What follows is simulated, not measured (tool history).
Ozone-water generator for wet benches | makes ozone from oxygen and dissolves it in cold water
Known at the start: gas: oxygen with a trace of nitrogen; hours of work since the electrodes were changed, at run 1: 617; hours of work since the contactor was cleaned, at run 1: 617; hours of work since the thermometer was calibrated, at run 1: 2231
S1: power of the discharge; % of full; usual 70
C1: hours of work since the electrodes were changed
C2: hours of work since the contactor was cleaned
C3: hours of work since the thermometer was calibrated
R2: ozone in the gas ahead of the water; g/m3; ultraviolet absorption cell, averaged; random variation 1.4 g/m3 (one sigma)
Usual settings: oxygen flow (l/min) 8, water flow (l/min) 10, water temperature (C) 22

run 1 hour=0 | S1=70 oxygen_flow_(l/min)=8 water_flow_(l/min)=10 water_temperature_(C)=22 | C1=617 C2=617 C3=2231 | dissolved_ozone_(ppm)=40.4 R2=254.9
run 2 hour=37.6 | S1=70 oxygen_flow_(l/min)=8 water_flow_(l/min)=10 water_temperature_(C)=22 | C1=647 C2=647 C3=2261 | dissolved_ozone_(ppm)=40.9 R2=253.1
run 3 hour=84.9 | S1=70 oxygen_flow_(l/min)=8 water_flow_(l/min)=10 water_temperature_(C)=22 | C1=684 C2=684 C3=2298 | dissolved_ozone_(ppm)=40.6 R2=255.8
run 4 hour=145.8 | S1=70 oxygen_flow_(l/min)=8 water_flow_(l/min)=10 water_temperature_(C)=22 | C1=732 C2=732 C3=2346 | dissolved_ozone_(ppm)=40.8 R2=254
run 5 hour=201.7 | S1=70 oxygen_flow_(l/min)=8 water_flow_(l/min)=10 water_temperature_(C)=22 | C1=776 C2=776 C3=2389 | dissolved_ozone_(ppm)=40.8 R2=252.9
run 6 hour=244.1 | S1=82 oxygen_flow_(l/min)=8 water_flow_(l/min)=10 water_temperature_(C)=22 | C1=809 C2=809 C3=2423 | dissolved_ozone_(ppm)=45.8 R2=285.4
run 7 hour=277.9 | S1=94 oxygen_flow_(l/min)=8 water_flow_(l/min)=10 water_temperature_(C)=22 | C1=835 C2=835 C3=2449 | dissolved_ozone_(ppm)=50.5 R2=315.3
run 8 hour=317.8 | S1=94 oxygen_flow_(l/min)=8 water_flow_(l/min)=10 water_temperature_(C)=22 | C1=867 C2=867 C3=2481 | dissolved_ozone_(ppm)=50.5 R2=318
run 9 hour=383 | S1=70 oxygen_flow_(l/min)=8 water_flow_(l/min)=10 water_temperature_(C)=22 | C1=918 C2=918 C3=2532 | dissolved_ozone_(ppm)=41 R2=253.8
run 10 hour=417.2 | S1=70 oxygen_flow_(l/min)=8 water_flow_(l/min)=10 water_temperature_(C)=22 | C1=945 C2=945 C3=2559 | dissolved_ozone_(ppm)=40.7 R2=253.9
run 11 hour=471.8 | S1=74 oxygen_flow_(l/min)=8 water_flow_(l/min)=10 water_temperature_(C)=22 | C1=987 C2=987 C3=2601 | dissolved_ozone_(ppm)=42 R2=263.8
run 12 hour=526.5 | S1=74 oxygen_flow_(l/min)=8 water_flow_(l/min)=10 water_temperature_(C)=22 | C1=1030 C2=1030 C3=2644 | dissolved_ozone_(ppm)=42.9 R2=267.1
run 13 hour=597.8 | S1=74 oxygen_flow_(l/min)=8 water_flow_(l/min)=7 water_temperature_(C)=22 | C1=1086 C2=1086 C3=2700 | dissolved_ozone_(ppm)=49.2 R2=266.3
run 14 hour=667.3 | S1=70 oxygen_flow_(l/min)=8 water_flow_(l/min)=10 water_temperature_(C)=26 | C1=1141 C2=1141 C3=2755 | dissolved_ozone_(ppm)=37.6 R2=254
run 15 hour=706 | S1=70 oxygen_flow_(l/min)=8 water_flow_(l/min)=10 water_temperature_(C)=26 | C1=1171 C2=1171 C3=2785 | dissolved_ozone_(ppm)=36.8 R2=252.7
run 16 hour=743.9 | S1=70 oxygen_flow_(l/min)=8 water_flow_(l/min)=10 water_temperature_(C)=26 | C1=1201 C2=1201 C3=2815 | dissolved_ozone_(ppm)=36.8 R2=254.6
run 17 hour=802.2 | S1=53 oxygen_flow_(l/min)=4.63 water_flow_(l/min)=12 water_temperature_(C)=22 | C1=1247 C2=1247 C3=2860 | dissolved_ozone_(ppm)=36.1 R2=298.5
run 18 hour=835.6 | S1=58 oxygen_flow_(l/min)=4.63 water_flow_(l/min)=13 water_temperature_(C)=22 | C1=1273 C2=1273 C3=2887 | dissolved_ozone_(ppm)=36.5 R2=316.5
run 19 hour=869.5 | S1=52 oxygen_flow_(l/min)=10 water_flow_(l/min)=13 water_temperature_(C)=27 | C1=1300 C2=1300 C3=2913 | dissolved_ozone_(ppm)=23.3 R2=176.5
run 20 hour=902.5 | S1=52 oxygen_flow_(l/min)=10 water_flow_(l/min)=13 water_temperature_(C)=27 | C1=1325 C2=1325 C3=2939 | dissolved_ozone_(ppm)=23.5 R2=177.9
run 21 hour=945.8 | S1=52 oxygen_flow_(l/min)=8.43 water_flow_(l/min)=13 water_temperature_(C)=14 | C1=1359 C2=1359 C3=2973 | dissolved_ozone_(ppm)=33.5 R2=196.3
run 22 hour=1015 | S1=52 oxygen_flow_(l/min)=8.43 water_flow_(l/min)=13 water_temperature_(C)=14 | C1=1414 C2=1414 C3=3027 | dissolved_ozone_(ppm)=33.3 R2=198.5
run 23 hour=1083.8 | S1=70 oxygen_flow_(l/min)=8 water_flow_(l/min)=14 water_temperature_(C)=16 | C1=1468 C2=1468 C3=3081 | dissolved_ozone_(ppm)=38.6 R2=255.1
run 24 hour=1116.9 | S1=71 oxygen_flow_(l/min)=8 water_flow_(l/min)=11 water_temperature_(C)=26 | C1=1494 C2=1494 C3=3107 | dissolved_ozone_(ppm)=35.4 R2=256.4
run 25 hour=1155.6 | S1=71 oxygen_flow_(l/min)=8 water_flow_(l/min)=11 water_temperature_(C)=26 | C1=1524 C2=1524 C3=3138 | dissolved_ozone_(ppm)=35.6 R2=258.5
run 26 hour=1214.4 | S1=71 oxygen_flow_(l/min)=8 water_flow_(l/min)=11 water_temperature_(C)=26 | C1=1570 C2=1570 C3=3184 | dissolved_ozone_(ppm)=36.1 R2=255.6
run 27 hour=1248.2 | S1=70 oxygen_flow_(l/min)=8 water_flow_(l/min)=10 water_temperature_(C)=25 | C1=1597 C2=1597 C3=3210 | dissolved_ozone_(ppm)=38 R2=252.7
run 28 hour=1321.1 | S1=45 oxygen_flow_(l/min)=8 water_flow_(l/min)=14 water_temperature_(C)=25 | C1=1654 C2=1654 C3=3268 | dissolved_ozone_(ppm)=23.1 R2=186.5
run 29 hour=1374.2 | S1=70 oxygen_flow_(l/min)=8 water_flow_(l/min)=8 water_temperature_(C)=15 | C1=1695 C2=1695 C3=3309 | dissolved_ozone_(ppm)=53.4 R2=253.9
run 30 hour=1432.5 | S1=70 oxygen_flow_(l/min)=8 water_flow_(l/min)=8 water_temperature_(C)=24 | C1=1741 C2=1741 C3=3355 | dissolved_ozone_(ppm)=42.1 R2=253.9
run 31 hour=1497.3 | S1=70 oxygen_flow_(l/min)=8 water_flow_(l/min)=8 water_temperature_(C)=24 | C1=1792 C2=1792 C3=3406 | dissolved_ozone_(ppm)=42.6 R2=255.8
run 32 hour=1540.3 | S1=65 oxygen_flow_(l/min)=7.16 water_flow_(l/min)=11 water_temperature_(C)=21 | C1=1826 C2=1826 C3=3439 | dissolved_ozone_(ppm)=39.3 R2=257.3

Forecast each of these 5 alternatives for the next run:
run A hour=1583.3 | S1=70 oxygen_flow_(l/min)=7.76 water_flow_(l/min)=10 water_temperature_(C)=16 | C1=1859 C2=1859 C3=3473 | dissolved_ozone_(ppm)=? R2=?
run B hour=1583.3 | S1=65 oxygen_flow_(l/min)=7.16 water_flow_(l/min)=11 water_temperature_(C)=24 | C1=1859 C2=1859 C3=3473 | dissolved_ozone_(ppm)=? R2=?
run C hour=1583.3 | S1=65 oxygen_flow_(l/min)=7.16 water_flow_(l/min)=8 water_temperature_(C)=20 | C1=1859 C2=1859 C3=3473 | dissolved_ozone_(ppm)=? R2=?
run D hour=1583.3 | S1=67 oxygen_flow_(l/min)=4.42 water_flow_(l/min)=8 water_temperature_(C)=21 | C1=1859 C2=1859 C3=3473 | dissolved_ozone_(ppm)=? R2=?
run E hour=1583.3 | S1=65 oxygen_flow_(l/min)=7.16 water_flow_(l/min)=8 water_temperature_(C)=21 | C1=1859 C2=1859 C3=3473 | dissolved_ozone_(ppm)=? R2=?

run=A dissolved_ozone_(ppm)=46.9 R2=258.1
run=B dissolved_ozone_(ppm)=37.2 R2=261.4
run=C dissolved_ozone_(ppm)=47 R2=258.8
run=D dissolved_ozone_(ppm)=55.7 R2=365.9
run=E dissolved_ozone_(ppm)=45.4 R2=258.7
Without the tool's hidden state the same runs would have given:
run=A dissolved_ozone_(ppm)=47 R2=258.3
run=B dissolved_ozone_(ppm)=37.2 R2=261.6
run=C dissolved_ozone_(ppm)=47 R2=259
run=D dissolved_ozone_(ppm)=55.7 R2=366.2
run=E dissolved_ozone_(ppm)=45.5 R2=258.9

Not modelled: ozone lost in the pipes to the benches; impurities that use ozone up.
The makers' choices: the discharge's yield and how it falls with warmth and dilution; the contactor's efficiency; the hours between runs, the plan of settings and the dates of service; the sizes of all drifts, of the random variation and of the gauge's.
